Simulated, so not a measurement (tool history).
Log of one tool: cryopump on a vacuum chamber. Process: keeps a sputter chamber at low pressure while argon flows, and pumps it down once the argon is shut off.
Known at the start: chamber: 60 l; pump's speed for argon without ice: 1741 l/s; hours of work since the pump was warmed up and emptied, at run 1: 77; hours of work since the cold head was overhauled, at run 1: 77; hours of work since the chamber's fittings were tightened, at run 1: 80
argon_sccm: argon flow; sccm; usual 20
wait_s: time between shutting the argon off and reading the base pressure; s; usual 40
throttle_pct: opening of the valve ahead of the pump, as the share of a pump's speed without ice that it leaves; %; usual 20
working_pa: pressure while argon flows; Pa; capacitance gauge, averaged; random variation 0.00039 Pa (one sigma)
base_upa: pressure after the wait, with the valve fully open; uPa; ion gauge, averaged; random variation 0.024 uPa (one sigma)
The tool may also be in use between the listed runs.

run     day  argon_sccm  wait_s  throttle_pct  hours of work since the pump was warmed up and emptied  hours of work since the cold head was overhauled  hours of work since the chamber's fittings were tightened  working_pa  base_upa
  1       0          20      40            20                                                      77                                                77                                                         80      0.0973      1.01
  2   1.029          20      40            20                                                      96                                                96                                                         99      0.0982      0.96
  3   1.558          20     238            20                                                     106                                               106                                                        109      0.0979      0.35
  4   2.292          20      40            20                                                     119                                               119                                                        123      0.0981      0.95
  5   3.042          20      40            20                                                     133                                               133                                                        137      0.0979      0.96
  6   3.754          20     244            20                                                     146                                               146                                                        150      0.0971       0.4
  7   4.762          20      40            16                                                     165                                               165                                                        168       0.122      1.03
  8   5.758          20      40            16                                                     183                                               183                                                        187      0.1225      1.03
  9    6.95          20      40            24                                                     205                                               205                                                        209      0.0823      1.08
 10   8.108          20      40            24                                                     227                                               227                                                        230      0.0815      1.12
 11   8.729          20      40            24                                                     238                                               238                                                        242      0.0827      1.08
 12   9.742          20      40            27                                                     257                                               257                                                        260      0.0735      1.14
 13    10.9          18      40            20                                                     278                                               278                                                        282      0.0888      1.12
 14  12.125          18      40            60                                                     301                                               301                                                        304      0.0303      1.15
 15  12.729          20      23            20                                                     312                                               312                                                        315      0.0988      1.76
 16  13.829          20      23            20                                                     332                                               332                                                        336      0.0988      1.71
 17   14.75          20      23            20                                                     349                                               349                                                        353       0.099      1.72
 18  15.579          20     129            59                                                     364                                               364                                                        368      0.0349      0.68
 19  16.575          15      83            29                                                     383                                               383                                                        386      0.0511      0.82
 20  17.612          25      40            33                                                     402                                               402                                                        406      0.0756      1.24
 21  18.479          16      76            16                                                     418                                               418                                                        421      0.0984       0.9
 22  19.608          18      40            20                                                     439                                               439                                                        442      0.0889      1.26
 23  20.133          15     166            20                                                     449                                               449                                                        452      0.0737      0.74
 24  21.112          27      57            46                                                     467                                               467                                                        470      0.0596      1.08
 25  21.875          27      57            46                                                     481                                               481                                                        484        0.06      1.12
 26  22.458          18     153            16                                                     491                                               491                                                        495      0.1115      0.74
 27  23.642           9     162            16                                                     513                                               513                                                        517      0.0556      0.79
 28  24.796          20      40            17                                                     535                                               535                                                        538      0.1156      1.32
 29  25.346          20      40            17                                                     545                                               545                                                        548      0.1167      1.38

Forecast each of these 3 alternatives for the next run:
  A  26.012          25      43            24                                                     557                                               557                                                        561           ?         ?
  B  26.012          12     132            17                                                     557                                               557                                                        561           ?         ?
  C  26.012          20     227            19                                                     557                                               557                                                        561           ?         ?

run  working_pa  base_upa
  A      0.1035      1.34
  B      0.0704      0.83
  C      0.1045      0.77
Without the tool's hidden state the same runs would have given:
run  working_pa  base_upa
  A      0.1006      0.88
  B       0.069      0.37
  C      0.1022      0.31
